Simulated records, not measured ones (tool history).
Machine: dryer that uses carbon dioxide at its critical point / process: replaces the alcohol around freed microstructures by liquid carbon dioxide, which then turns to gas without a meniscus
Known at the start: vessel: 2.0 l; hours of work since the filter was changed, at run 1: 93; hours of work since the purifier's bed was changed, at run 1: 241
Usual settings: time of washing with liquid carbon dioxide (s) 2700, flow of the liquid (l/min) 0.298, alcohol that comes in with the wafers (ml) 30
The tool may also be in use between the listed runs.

run,day,time of washing with liquid carbon dioxide (s),flow of the liquid (l/min),alcohol that comes in with the wafers (ml),hours of work since the filter was changed,hours of work since the purifier's bed was changed,alcohol left in the vessel before it's heated (ppm by volume)
1,0.000,2700,0.298,30,93,241,98
2,0.408,2700,0.298,30,98,246,101
3,1.017,2700,0.298,30,106,254,118
4,1.483,2700,0.272,30,112,260,137
5,2.225,2700,0.272,113,121,269,363
6,2.617,2700,0.230,30,126,274,269
7,2.958,2700,0.234,30,130,278,241
8,3.442,2700,0.234,30,136,284,258
9,3.992,2700,0.234,30,143,291,244
10,4.642,2700,0.234,30,151,299,272
11,5.396,2700,0.234,30,161,309,260
12,6.000,2700,0.234,30,168,316,281
13,6.508,2700,0.234,30,175,323,273
14,7.071,2040,0.251,30,182,330,543
15,7.746,1620,0.355,90,190,338,911
16,8.200,1860,0.207,27,196,344,1131
17,8.671,1860,0.441,44,202,350,149
18,9.308,1860,0.441,44,210,358,163
19,9.967,4260,0.497,52,218,366,84
20,10.425,4260,0.497,52,224,372,80
21,10.767,4260,0.497,21,228,376,83
22,11.462,2040,0.367,88,237,385,370
23,11.808,3840,0.206,88,241,389,364
24,12.467,3840,0.206,88,249,397,370

Alternative continuations, all from the tool just after run 24; predict every row:
A,12.883,3540,0.291,88,255,403,?
B,12.883,2460,0.206,88,255,403,?
C,12.883,3600,0.356,46,255,403,?
D,12.883,2460,0.214,30,255,403,?

run,alcohol left in the vessel before it's heated (ppm by volume)
A,137
B,1899
C,98
D,619
With no hidden state in the tool, these same runs would have given:
run,alcohol left in the vessel before it's heated (ppm by volume)
A,13
B,989
C,4
D,286

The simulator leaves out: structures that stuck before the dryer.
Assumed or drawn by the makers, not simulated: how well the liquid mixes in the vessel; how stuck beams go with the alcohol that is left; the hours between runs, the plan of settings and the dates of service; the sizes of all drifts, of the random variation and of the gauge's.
